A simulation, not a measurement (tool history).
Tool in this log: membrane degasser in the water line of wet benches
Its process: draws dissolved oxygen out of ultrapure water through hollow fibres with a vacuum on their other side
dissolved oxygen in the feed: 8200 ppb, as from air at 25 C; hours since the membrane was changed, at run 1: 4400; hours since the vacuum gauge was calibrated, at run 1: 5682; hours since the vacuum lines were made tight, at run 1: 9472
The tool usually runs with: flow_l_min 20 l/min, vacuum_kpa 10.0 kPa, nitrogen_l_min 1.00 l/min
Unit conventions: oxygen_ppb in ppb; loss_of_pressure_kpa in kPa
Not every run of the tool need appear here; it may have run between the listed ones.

run,day,flow_l_min,vacuum_kpa,nitrogen_l_min,hours since the membrane was changed,hours since the vacuum gauge was calibrated,hours since the vacuum lines were made tight,oxygen_ppb,loss_of_pressure_kpa
1,0.000,20,10.0,1.00,4400,5682,9472,338.4,35.77
2,8.154,20,10.0,1.00,4595,5878,9668,341.1,36.00
3,17.700,20,10.0,0.76,4824,6107,9897,420.1,36.45
4,24.804,20,10.0,0.76,4995,6277,10067,417.2,36.26
5,31.262,20,10.0,1.86,5150,6432,10222,212.2,36.25
6,38.488,20,8.1,1.00,5323,6606,10396,260.6,36.21
# day 47.004: seals of the vacuum lines changed
7,47.146,20,10.9,1.00,5529,6811,3,375.8,35.77
8,52.275,20,10.9,1.00,5652,6935,127,374.8,36.44
9,56.988,20,10.9,1.00,5765,7048,240,376.3,36.19
10,62.579,15,10.0,1.00,5899,7182,374,249.2,27.08
# day 64.783: vacuum gauge calibrated
11,69.704,15,10.0,1.00,6070,118,544,254.0,27.35
12,77.138,15,10.0,2.08,6248,297,723,135.6,27.16
13,83.517,20,10.0,2.35,6401,450,876,180.8,36.71
14,90.242,20,10.0,2.35,6563,611,1037,182.2,36.29
15,98.342,20,10.0,2.35,6757,805,1232,182.0,36.66
16,102.692,20,10.0,2.35,6862,910,1336,182.8,36.33
17,111.904,16,18.3,0.46,7083,1131,1557,1018.8,29.34
18,120.925,30,17.1,1.26,7299,1347,1774,815.9,55.19
# day 126.654: vacuum gauge calibrated, once more
19,126.654,30,17.1,1.26,7436,0,1911,794.9,54.82
20,135.688,13,6.2,2.07,7653,217,2127,50.7,23.67
21,143.942,32,21.0,1.00,7851,415,2326,1192.8,58.99
22,150.288,20,18.9,0.62,8003,567,2478,987.5,37.01
23,155.675,19,14.6,0.62,8133,697,2607,712.5,34.73
24,163.079,19,14.6,0.62,8310,874,2785,712.6,35.11
25,168.675,19,14.6,0.62,8445,1008,2919,712.7,34.93
26,175.804,15,12.7,2.65,8616,1180,3090,140.6,27.69
27,181.804,17,23.0,0.75,8760,1324,3234,908.0,31.60
28,189.533,32,10.0,1.51,8945,1509,3420,484.2,59.06
29,196.017,32,10.0,1.12,9101,1665,3575,569.8,59.45
30,201.808,22,18.5,1.12,9240,1804,3714,679.3,40.63
31,212.558,18,7.0,1.00,9498,2062,3972,180.6,33.41

How the hidden state differs across the entries between the runs, from the last listed run before each to the first after it:
Run 6 -> run 7: seals of the vacuum lines changed (day 47.004)
  membrane still open, %: 96.8 -> 96.6; true pressure behind the membrane over the reading, kPa: 0.27 -> 0.28; air that leaks in behind the membrane, l/min: 0.012 -> 0.0029
  measured less the result without the state, oxygen_ppb: +18.8 -> +17.3 ppb; loss_of_pressure_kpa: +1.16 -> +1.22 kPa
Run 10 -> run 11: vacuum gauge calibrated (day 64.783)
  membrane still open, %: 96.4 -> 96.3; true pressure behind the membrane over the reading, kPa: 0.29 -> 0.48; air that leaks in behind the membrane, l/min: 0.0032 -> 0.0034
  measured less the result without the state, oxygen_ppb: +12.0 -> +18.4 ppb; loss_of_pressure_kpa: +0.98 -> +1.01 kPa
Run 18 -> run 19: vacuum gauge calibrated, once more (day 126.654)
  membrane still open, %: 95.5 -> 95.4; true pressure behind the membrane over the reading, kPa: 0.52 -> 0; air that leaks in behind the membrane, l/min: 0.0046 -> 0.0047
  measured less the result without the state, oxygen_ppb: +44.9 -> +22.8 ppb; loss_of_pressure_kpa: +2.48 -> +2.52 kPa
